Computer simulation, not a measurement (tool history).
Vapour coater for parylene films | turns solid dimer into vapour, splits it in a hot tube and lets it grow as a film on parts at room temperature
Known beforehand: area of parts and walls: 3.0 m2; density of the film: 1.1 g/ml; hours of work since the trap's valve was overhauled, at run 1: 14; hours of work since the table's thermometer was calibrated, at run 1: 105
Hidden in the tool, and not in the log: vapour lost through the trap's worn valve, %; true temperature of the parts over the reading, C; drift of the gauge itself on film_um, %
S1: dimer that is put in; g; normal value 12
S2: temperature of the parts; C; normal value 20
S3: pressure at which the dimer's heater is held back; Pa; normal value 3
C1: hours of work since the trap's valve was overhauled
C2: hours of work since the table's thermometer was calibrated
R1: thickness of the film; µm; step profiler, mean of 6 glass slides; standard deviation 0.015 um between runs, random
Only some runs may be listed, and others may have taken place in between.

run    hour  S1  S2     S3   C1   C2    R1
  1       0  12  20      3   14  105  2.62
  2    21.5  12  20      3   25  115  2.61
  3    62.4  12  20      3   44  135  2.62
  4    92.9  12  20      3   59  150  2.61
  5   121.1  12  20      3   72  163   2.6
  6   166.1  12  19      3   94  185  2.75
  7   207.8  11  20      3  114  205  2.39
  8   236.7  12  20      3  128  219  2.61
  9   283.9  12  20      3  151  242  2.61
 10   323.1  12  20      3  170  261  2.61
 11   358.3  12  20      3  187  278  2.59
 12   406.4  12  20      3  210  301   2.6
 13   438.3  12  14      3  225  316  3.42
 14   467.2  12  14      3  239  330  3.42
 15   488.2  12  14      3  249  340  3.34
 16   527.6  12  20      3  268  359  2.59
 17   565.2  12  20      3  286  377  2.55
 18   610.3  12  20      3  308  399  2.61
 19   658.5  12  20   6.11  331  422  2.24
 20   697.2  12  20   6.74  350  441  2.19
 21   740.1  12  20   9.06  371  461  2.04
 22   771.2  12  20   9.06  386  476  2.04
 23   808.3  12  20   9.06  403  494  2.05
 24   858.7  12  20   9.06  428  519  2.01
 25   898.6   7  16   8.68  447  538  1.46
 26   926.3  14  30   4.73  460  551  1.72
 27   975.2  12  20      3  484  575  2.57
 28   999.5   5  23      3  495  586  0.94
 29  1049.6   5  23      3  520  610  0.94
     1056.2  -- trap's valve overhauled
 30  1097.5  12  24      7   20  632  1.84
 31  1120.2  12  12      7   31  642   3.2
 32  1163.2  11  13      3   52  663  3.23
 33  1207.7  11  13      3   73  685  3.25
 34  1253.9  11  13      3   95  707  3.23
 35    1277  11  13      3  106  718  3.22
 36  1311.6  18  15      3  123  735  4.95
 37  1337.7  18  15      3  136  747  4.96
 38  1374.5  18  15      3  153  765  4.96
 39  1400.4  18  15      3  166  777  5.01
 40  1423.9  18  15      3  177  789  4.98
 41  1448.7   9  20  10.19  189  801  1.52
 42  1473.1  12  27   9.99  201  812   1.5
 43  1508.3  20  32  10.05  218  829  1.98
 44  1534.3   6  20   3.76  230  842  1.25
 45    1583  12  25   6.31  254  865   1.8
 46  1612.4  19  27   5.75  268  880  2.66

Consider 4 possible next runs. They are alternatives, not a sequence: every one starts from the tool as it was left by run 46. What does each give?
  A  1663.2  12  13     3  292  904   ?
  B  1663.2  12  14  6.46  292  904   ?
  C  1663.2  15  17  5.75  292  904   ?
  D  1663.2  18  20  3.37  292  904   ?

run    R1
  A   3.5
  B  2.96
  C  3.28
  D  3.86
Without the tool's unlogged condition, the same runs would have read:
run    R1
  A  3.59
  B  2.94
  C  3.26
  D  3.83
